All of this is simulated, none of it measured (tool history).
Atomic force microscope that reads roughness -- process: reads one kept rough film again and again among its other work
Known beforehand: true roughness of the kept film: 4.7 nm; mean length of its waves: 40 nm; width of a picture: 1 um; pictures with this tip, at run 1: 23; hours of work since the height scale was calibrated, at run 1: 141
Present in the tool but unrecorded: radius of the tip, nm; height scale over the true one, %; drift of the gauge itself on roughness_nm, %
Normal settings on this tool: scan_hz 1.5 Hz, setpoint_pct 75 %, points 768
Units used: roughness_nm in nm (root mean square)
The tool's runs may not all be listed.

run     day  scan_hz  setpoint_pct  points  pictures with this tip  hours of work since the height scale was calibrated  roughness_nm
  1       0      1.5            75     768                      23                                                  141         3.894
  2   0.596      1.5            75     783                      41                                                  147         3.806
  3   1.142      1.5            75     323                      57                                                  153         3.732
  4   2.083      1.5            75     768                      85                                                  162         3.667
  5   2.838      1.5            75     768                     108                                                  170         3.604
  6   3.275      1.5            75     768                     121                                                  174          3.53
  7   3.825      1.5            75     768                     137                                                  179         3.514
  8    4.45      1.5            75     768                     156                                                  186         3.449
  9       5      1.5            75     768                     172                                                  191         3.386
 10   5.517      1.5            75     768                     187                                                  196         3.367
 11   6.454     0.54            75     463                     215                                                  206         3.483
 12   7.004      2.2            64     768                     232                                                  211         3.315
 13   7.462     1.45            73     627                     245                                                  216          3.27
      7.562  -- height scale calibrated on a step standard
 14   8.262     1.45            73     627                     268                                                    7         3.156
 15   8.808     1.45            73     627                     284                                                   12         3.167
 16   9.362     0.95            56     768                     300                                                   18         3.311
      9.475  -- new tip fitted
 17   9.975     0.95            56     768                      15                                                   24         4.179
 18   10.85     1.05            56     528                      41                                                   33         4.111
     10.992  -- height scale calibrated on a step standard, once more
 19  11.808     1.05            56     528                      68                                                    8          3.95
 20  12.333     0.53            66     768                      84                                                   13          3.93

Here are 4 independent what-if runs from the current tool condition. What would each one return?
  A  13.171     2.15            75     533                     109                                                   22             ?
  B  13.171     2.64            57     272                     109                                                   22             ?
  C  13.171     2.23            68     379                     109                                                   22             ?
  D  13.171     0.53            77     768                     109                                                   22             ?

run  roughness_nm
  A         3.446
  B           3.7
  C          3.58
  D         3.764
Take away the tool's hidden state, keep each run's random variation, and the runs would have read:
run  roughness_nm
  A         3.815
  B         4.097
  C         3.963
  D         4.167
